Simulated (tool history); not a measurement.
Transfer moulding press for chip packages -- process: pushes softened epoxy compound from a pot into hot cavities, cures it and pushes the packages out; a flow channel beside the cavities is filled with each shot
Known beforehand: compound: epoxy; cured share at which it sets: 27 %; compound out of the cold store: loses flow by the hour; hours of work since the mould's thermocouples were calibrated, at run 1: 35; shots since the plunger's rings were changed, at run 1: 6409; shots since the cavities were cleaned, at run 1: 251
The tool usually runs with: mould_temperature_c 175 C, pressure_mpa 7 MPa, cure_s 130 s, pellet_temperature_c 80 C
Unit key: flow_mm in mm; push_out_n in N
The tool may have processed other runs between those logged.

| run | hour | mould_temperature_c | pressure_mpa | cure_s | pellet_temperature_c | hours of work since the mould's thermocouples were calibrated | shots since the plunger's rings were changed | shots since the cavities were cleaned | incoming compound's hours out of the cold store | flow_mm | push_out_n |
|---|---|---|---|---|---|---|---|---|---|---|---|
| 1 | 0 | 175 | 7 | 130 | 80 | 35 | 6409 | 251 | 29.9 | 469 | 562 |
|  | 15.5 | plunger's sealing rings changed |
| 2 | 55 | 175 | 7 | 130 | 80 | 69 | 375 | 750 | 18.6 | 530 | 658 |
|  | 91.6 | cavities cleaned with cleaning compound and waxed |
| 3 | 95.2 | 171 | 7 | 130 | 80 | 94 | 743 | 35 | 26.4 | 505 | 453 |
| 4 | 130.8 | 175 | 7.96 | 130 | 80 | 116 | 1081 | 373 | 47.6 | 461 | 573 |
| 5 | 161.8 | 175 | 7 | 130 | 80 | 136 | 1375 | 667 | 32.8 | 475 | 637 |
|  | 206.4 | cavities cleaned with cleaning compound and waxed |
| 6 | 210.9 | 176 | 7 | 130 | 80 | 167 | 1827 | 42 | 39.3 | 455 | 373 |
| 7 | 241.1 | 175 | 6.49 | 130 | 80 | 186 | 2115 | 330 | 17.8 | 496 | 546 |
| 8 | 299.8 | 175 | 5.79 | 130 | 80 | 224 | 2673 | 888 | 31.2 | 434 | 644 |
|  | 324.6 | cavities cleaned with cleaning compound and waxed |
| 9 | 350.2 | 175 | 7 | 130 | 80 | 255 | 3137 | 244 | 19.6 | 514 | 505 |
| 10 | 382.3 | 175 | 7 | 130 | 80 | 276 | 3442 | 549 | 21.4 | 504 | 616 |
|  | 442.1 | cavities cleaned with cleaning compound and waxed |
| 11 | 445.6 | 175 | 7 | 130 | 80 | 315 | 4029 | 33 | 25 | 488 | 391 |
| 12 | 508.9 | 175 | 7 | 130 | 80 | 356 | 4630 | 634 | 32.6 | 467 | 615 |
| 13 | 535.9 | 175 | 5.47 | 130 | 80 | 373 | 4887 | 891 | 43.1 | 387 | 648 |
|  | 557.5 | cavities cleaned with cleaning compound and waxed |
| 14 | 594.5 | 175 | 5.47 | 130 | 80 | 410 | 5429 | 351 | 15.8 | 456 | 569 |
|  | 633.8 | mould's thermocouples calibrated |
| 15 | 653.8 | 175 | 5.48 | 118 | 85 | 13 | 5974 | 896 | 8.7 | 479 | 740 |
|  | 674 | cavities cleaned with cleaning compound and waxed |
|  | 713.6 | plunger's sealing rings changed |
| 16 | 713.6 | 168 | 7.65 | 118 | 79 | 49 | 0 | 352 | 27.7 | 540 | 964 |
| 17 | 756.1 | 168 | 7.65 | 118 | 79 | 76 | 404 | 756 | 20.2 | 562 | 1133 |
|  | 792.4 | cavities cleaned with cleaning compound and waxed |
| 18 | 805.3 | 175 | 5.51 | 130 | 80 | 107 | 857 | 122 | 9.8 | 492 | 457 |
| 19 | 851.9 | 175 | 5.51 | 130 | 80 | 136 | 1300 | 565 | 41.8 | 401 | 615 |
| 20 | 889.6 | 175 | 8.43 | 162 | 80 | 161 | 1658 | 923 | 18.9 | 571 | 602 |
|  | 908.4 | cavities cleaned with cleaning compound and waxed |
| 21 | 950 | 175 | 7 | 130 | 72 | 198 | 2218 | 395 | 18.8 | 523 | 614 |
| 22 | 1013.3 | 174 | 7.85 | 117 | 73 | 239 | 2820 | 997 | 41.9 | 474 | 788 |
|  | 1024 | cavities cleaned with cleaning compound and waxed |
| 23 | 1057 | 174 | 5.26 | 155 | 89 | 266 | 3221 | 314 | 38.5 | 396 | 506 |
| 24 | 1119.2 | 172 | 7 | 128 | 80 | 306 | 3811 | 904 | 33.7 | 480 | 765 |
|  | 1138.4 | cavities cleaned with cleaning compound and waxed |
| 25 | 1179.6 | 175 | 6.92 | 135 | 87 | 344 | 4371 | 391 | 32.9 | 467 | 565 |
| 26 | 1236 | 169 | 8.33 | 130 | 80 | 380 | 4906 | 926 | 26.2 | 543 | 884 |
|  | 1256.1 | cavities cleaned with cleaning compound and waxed |
| 27 | 1298.3 | 169 | 8.33 | 130 | 80 | 419 | 5484 | 401 | 32.2 | 520 | 769 |

Branching from run 27: 4 alternative next runs. What would each branch give?
|  | 1326.1 | mould's thermocouples calibrated |
| A | 1347.2 | 169 | 5.77 | 125 | 80 | 13 | 5930 | 847 | 30.5 | ? | ? |
|  | 1326.1 | mould's thermocouples calibrated |
| B | 1347.2 | 169 | 7.2 | 119 | 80 | 13 | 5930 | 847 | 18.2 | ? | ? |
|  | 1326.1 | mould's thermocouples calibrated |
| C | 1347.2 | 169 | 7.4 | 130 | 80 | 13 | 5930 | 847 | 23.8 | ? | ? |
|  | 1326.1 | mould's thermocouples calibrated |
| D | 1347.2 | 175 | 8.33 | 130 | 85 | 13 | 5930 | 847 | 41.6 | ? | ? |

| run | flow_mm | push_out_n |
|---|---|---|
| A | 440 | 882 |
| B | 529 | 1029 |
| C | 517 | 840 |
| D | 478 | 648 |
With the hidden condition removed and each run's random variation left untouched, the same runs would have given:
| run | flow_mm | push_out_n |
|---|---|---|
| A | 461 | 461 |
| B | 554 | 541 |
| C | 542 | 439 |
| D | 501 | 335 |
